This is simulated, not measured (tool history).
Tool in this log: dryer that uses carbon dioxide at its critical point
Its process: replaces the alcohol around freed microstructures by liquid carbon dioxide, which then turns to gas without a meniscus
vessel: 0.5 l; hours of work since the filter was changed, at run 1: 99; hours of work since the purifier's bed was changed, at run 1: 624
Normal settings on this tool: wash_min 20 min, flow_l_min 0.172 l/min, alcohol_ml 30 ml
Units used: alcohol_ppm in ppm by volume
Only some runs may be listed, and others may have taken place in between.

run     day  wash_min  flow_l_min  alcohol_ml  hours of work since the filter was changed  hours of work since the purifier's bed was changed  alcohol_ppm
  1       0        20       0.172          30                                          99                                                 624          213
  2     1.1        20       0.172          30                                         120                                                 645          215
  3   2.154        20       0.172          30                                         140                                                 665          230
  4   3.967        20       0.172          30                                         175                                                 700          249
      4.117  -- inlet filter changed
  5    5.55        32       0.172          30                                          27                                                 729           82
  6   7.067        20       0.172          30                                          56                                                 758          209
  7   8.825        20       0.238          42                                          90                                                 792           94
  8   9.646        19        0.13          88                                         106                                                 807         2320
  9  10.812        25       0.221          38                                         128                                                 830           90
 10   11.85        20        0.12          30                                         148                                                 850         1016
 11  12.829        20        0.12          30                                         166                                                 868         1066

Forecast each of these 3 alternatives for the next run:
     13.412  -- inlet filter changed
  A  13.821        21       0.172          30                                           8                                                 886            ?
     13.412  -- inlet filter changed
  B  13.821        27        0.12          30                                           8                                                 886            ?
     13.412  -- inlet filter changed
  C  13.821        28       0.172          53                                           8                                                 886            ?

run  alcohol_ppm
  A          178
  B          240
  C           93
With the hidden condition removed and each run's random variation left untouched, the same runs would have given:
run  alcohol_ppm
  A           98
  B          160
  C           17
